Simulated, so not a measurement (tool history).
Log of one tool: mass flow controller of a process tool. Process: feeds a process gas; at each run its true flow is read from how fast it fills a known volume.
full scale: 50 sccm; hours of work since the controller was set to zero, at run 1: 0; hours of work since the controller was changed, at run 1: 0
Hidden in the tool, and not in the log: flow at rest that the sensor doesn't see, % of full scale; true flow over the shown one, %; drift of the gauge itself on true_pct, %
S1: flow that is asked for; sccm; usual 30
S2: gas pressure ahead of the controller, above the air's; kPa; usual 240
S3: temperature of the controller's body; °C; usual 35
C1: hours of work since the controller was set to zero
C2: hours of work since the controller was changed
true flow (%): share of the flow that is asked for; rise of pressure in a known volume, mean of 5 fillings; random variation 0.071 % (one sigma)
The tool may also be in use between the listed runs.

run 1 hour=0 | S1=30 S2=240 S3=35 | C1=0 C2=0 | true_flow_(%)=100.83
run 2 hour=291.9 | S1=30 S2=240 S3=35 | C1=205 C2=205 | true_flow_(%)=100.78
run 3 hour=501.3 | S1=30 S2=240 S3=35 | C1=353 C2=353 | true_flow_(%)=101.06
run 4 hour=776.5 | S1=30 S2=208 S3=35 | C1=546 C2=546 | true_flow_(%)=100.97
run 5 hour=988.4 | S1=30 S2=208 S3=35 | C1=695 C2=695 | true_flow_(%)=101.34
run 6 hour=1247.2 | S1=30 S2=208 S3=35 | C1=877 C2=877 | true_flow_(%)=101.47
run 7 hour=1390.7 | S1=30 S2=208 S3=35 | C1=978 C2=978 | true_flow_(%)=101.41
run 8 hour=1549.6 | S1=30 S2=208 S3=35 | C1=1090 C2=1090 | true_flow_(%)=101.65
run 9 hour=1873.6 | S1=30 S2=234 S3=35 | C1=1318 C2=1318 | true_flow_(%)=101.86
run 10 hour=2145.2 | S1=30 S2=202 S3=35 | C1=1509 C2=1509 | true_flow_(%)=102.14
run 11 hour=2405.8 | S1=30 S2=202 S3=35 | C1=1692 C2=1692 | true_flow_(%)=102.23
run 12 hour=2734.8 | S1=30 S2=202 S3=35 | C1=1923 C2=1923 | true_flow_(%)=102.35
run 13 hour=2900.9 | S1=30 S2=187 S3=35 | C1=2040 C2=2040 | true_flow_(%)=102.38
run 14 hour=3229.8 | S1=30 S2=240 S3=23 | C1=2271 C2=2271 | true_flow_(%)=101.24
run 15 hour=3483.6 | S1=30 S2=240 S3=23 | C1=2450 C2=2450 | true_flow_(%)=101.5
run 16 hour=3814.9 | S1=30 S2=240 S3=23 | C1=2683 C2=2683 | true_flow_(%)=101.62
run 17 hour=4126.1 | S1=30 S2=240 S3=23 | C1=2902 C2=2902 | true_flow_(%)=101.85
run 18 hour=4366.1 | S1=30 S2=240 S3=34 | C1=3071 C2=3071 | true_flow_(%)=103.17
run 19 hour=4590.7 | S1=30 S2=240 S3=22 | C1=3228 C2=3228 | true_flow_(%)=102.01
run 20 hour=4879 | S1=30 S2=240 S3=35 | C1=3431 C2=3431 | true_flow_(%)=103.83
run 21 hour=5191.8 | S1=30 S2=176 S3=35 | C1=3651 C2=3651 | true_flow_(%)=103.75
run 22 hour=5508.2 | S1=30 S2=176 S3=35 | C1=3874 C2=3874 | true_flow_(%)=104.03
run 23 hour=5665.2 | S1=30 S2=240 S3=24 | C1=3984 C2=3984 | true_flow_(%)=102.88
run 24 hour=5854.8 | S1=30 S2=240 S3=24 | C1=4117 C2=4117 | true_flow_(%)=103.02
run 25 hour=6022.3 | S1=25 S2=240 S3=35 | C1=4235 C2=4235 | true_flow_(%)=104.54
run 26 hour=6193.9 | S1=25 S2=240 S3=35 | C1=4356 C2=4356 | true_flow_(%)=104.64
run 27 hour=6449.8 | S1=17 S2=190 S3=30 | C1=4536 C2=4536 | true_flow_(%)=104.71
run 28 hour=6685.2 | S1=17 S2=190 S3=30 | C1=4701 C2=4701 | true_flow_(%)=105.12
run 29 hour=6919.8 | S1=17 S2=190 S3=30 | C1=4866 C2=4866 | true_flow_(%)=105.05
run 30 hour=7151 | S1=42 S2=197 S3=23 | C1=5029 C2=5029 | true_flow_(%)=103.52
run 31 hour=7481.6 | S1=42 S2=197 S3=23 | C1=5262 C2=5262 | true_flow_(%)=103.53
run 32 hour=7719.4 | S1=42 S2=207 S3=24 | C1=5429 C2=5429 | true_flow_(%)=104.01
run 33 hour=7903.7 | S1=12 S2=245 S3=29 | C1=5558 C2=5558 | true_flow_(%)=107.14
run 34 hour=8210.6 | S1=8 S2=259 S3=30 | C1=5774 C2=5774 | true_flow_(%)=109.95
run 35 hour=8437.9 | S1=11 S2=251 S3=33 | C1=5934 C2=5934 | true_flow_(%)=108.61
run 36 hour=8663.9 | S1=30 S2=242 S3=39 | C1=6093 C2=6093 | true_flow_(%)=106.44
run 37 hour=8933 | S1=30 S2=242 S3=39 | C1=6282 C2=6282 | true_flow_(%)=106.59
run 38 hour=9196.3 | S1=30 S2=242 S3=39 | C1=6467 C2=6467 | true_flow_(%)=106.91
run 39 hour=9499 | S1=10 S2=258 S3=36 | C1=6680 C2=6680 | true_flow_(%)=110.59
run 40 hour=9771.3 | S1=29 S2=216 S3=22 | C1=6872 C2=6872 | true_flow_(%)=105.12
run 41 hour=9920.8 | S1=29 S2=216 S3=22 | C1=6977 C2=6977 | true_flow_(%)=105.33
run 42 hour=10120.6 | S1=13 S2=240 S3=35 | C1=7117 C2=7117 | true_flow_(%)=109.56
-- hour=10358 controller's zero set anew
run 43 hour=10403.6 | S1=22 S2=145 S3=27 | C1=32 C2=7316 | true_flow_(%)=103.13
run 44 hour=10650.4 | S1=22 S2=145 S3=27 | C1=206 C2=7490 | true_flow_(%)=103.28
run 45 hour=10854.5 | S1=30 S2=271 S3=36 | C1=349 C2=7633 | true_flow_(%)=105.02
run 46 hour=11140.2 | S1=30 S2=271 S3=36 | C1=550 C2=7834 | true_flow_(%)=105.26
run 47 hour=11359.3 | S1=14 S2=166 S3=35 | C1=704 C2=7988 | true_flow_(%)=104.64

4 ways to go on from here, each from the tool as it stands after run 47. What would each give?
run A hour=11616.7 | S1=14 S2=172 S3=33 | C1=885 C2=8169 | true_flow_(%)=?
run B hour=11616.7 | S1=29 S2=193 S3=27 | C1=885 C2=8169 | true_flow_(%)=?
run C hour=11616.7 | S1=30 S2=149 S3=35 | C1=885 C2=8169 | true_flow_(%)=?
run D hour=11616.7 | S1=30 S2=179 S3=35 | C1=885 C2=8169 | true_flow_(%)=?

run=A true_flow_(%)=104.76
run=B true_flow_(%)=104.18
run=C true_flow_(%)=105.02
run=D true_flow_(%)=104.98
Without the tool's hidden state the same runs would have given:
run=A true_flow_(%)=99.83
run=B true_flow_(%)=99.58
run=C true_flow_(%)=100.43
run=D true_flow_(%)=100.39

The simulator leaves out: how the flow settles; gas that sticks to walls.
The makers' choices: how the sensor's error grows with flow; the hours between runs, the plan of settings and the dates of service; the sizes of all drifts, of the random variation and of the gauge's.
